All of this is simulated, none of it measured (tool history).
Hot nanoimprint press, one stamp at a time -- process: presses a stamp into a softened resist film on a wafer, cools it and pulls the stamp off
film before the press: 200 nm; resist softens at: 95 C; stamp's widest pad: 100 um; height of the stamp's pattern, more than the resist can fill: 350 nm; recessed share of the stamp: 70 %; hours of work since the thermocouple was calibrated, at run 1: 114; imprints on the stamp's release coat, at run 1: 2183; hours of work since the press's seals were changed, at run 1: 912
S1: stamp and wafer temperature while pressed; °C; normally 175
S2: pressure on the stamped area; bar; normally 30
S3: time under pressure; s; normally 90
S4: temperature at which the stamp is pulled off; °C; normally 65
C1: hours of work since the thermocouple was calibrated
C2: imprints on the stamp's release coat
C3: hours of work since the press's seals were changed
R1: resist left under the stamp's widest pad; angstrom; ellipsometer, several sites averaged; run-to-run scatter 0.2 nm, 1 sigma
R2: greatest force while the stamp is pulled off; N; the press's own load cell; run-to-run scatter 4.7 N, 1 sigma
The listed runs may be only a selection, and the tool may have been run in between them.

run	day	S1	S2	S3	S4	C1	C2	C3	R1	R2
1	0	175	30	90	65	114	2183	912	740	223
2	1.092	175	30	90	65	131	2240	929	738	228
3	2.429	175	30	90	65	153	2311	951	743	227
4	4.088	175	30	90	65	179	2398	977	739	235
# day 5.138: stamp cleaned and given a new release coat
5	5.496	175	34	90	65	197	18	996	690	226
6	6.546	175	34	90	65	214	74	1013	692	235
7	8.1	175	34	90	65	239	156	1037	688	232
8	9.433	175	30	90	63	260	226	1059	740	237
# day 10.542: plate thermocouple calibrated
9	11.233	175	19.1	90	65	11	314	1085	952	221
10	12.633	181	19.1	90	65	33	388	1108	806	224
11	14.021	181	19.1	90	65	55	461	1130	804	224
12	15.054	175	30	90	65	72	516	1146	742	232
13	15.796	169	30	90	65	84	555	1158	895	231
14	17.371	169	30	90	65	109	638	1183	894	235
15	18.592	175	30	90	65	128	702	1203	742	224
16	20.133	175	30	90	65	153	783	1227	738	232
17	21.888	175	30	90	65	181	876	1255	742	219
# day 23.121: press's hydraulic seals changed and the load cell set to zero
18	23.846	175	24.7	67	65	207	961	12	913	233
19	25.5	172	25.1	90	65	233	1048	38	898	243
20	26.654	172	25.1	90	65	252	1109	56	897	230
21	27.512	172	25.1	90	65	265	1155	70	894	225
# day 28.325: plate thermocouple calibrated
22	28.542	172	25.1	90	65	3	1202	84	894	231
23	29.417	180	22.1	90	65	17	1248	98	762	227
24	30.7	175	30	90	59	38	1316	119	738	241
25	32.258	175	30	90	59	63	1398	144	737	249
26	33.996	175	30	90	59	90	1490	171	741	242
27	34.9	175	30	90	59	105	1537	186	739	243
28	36.383	174	19.4	90	65	128	1615	210	972	226
29	37.321	169	33.2	90	65	143	1665	224	845	229
30	38.525	169	19.7	71	70	163	1728	244	1190	222

Across each entry between runs, compare the hidden state at the last listed run before it with the hidden state at the first listed run after it:
Logged between run 4 and run 5: stamp cleaned and given a new release coat (day 5.138)
  true temperature over the reading, C: 0 -> 0.01; grip of the stamp's worn release coat, % over a new coat's: 0.7 -> 0
Logged between run 8 and run 9: plate thermocouple calibrated (day 10.542)
  true temperature over the reading, C: 0.01 -> 0
Logged between run 17 and run 18: press's hydraulic seals changed and the load cell set to zero (day 23.121)
  pressure that arrives at the usual setting, %: 99.89 -> 100; grip of the stamp's worn release coat, % over a new coat's: 0.2 -> 0.3
Logged between run 21 and run 22: plate thermocouple calibrated (day 28.325)
  nothing in the hidden state changes from one run to the other
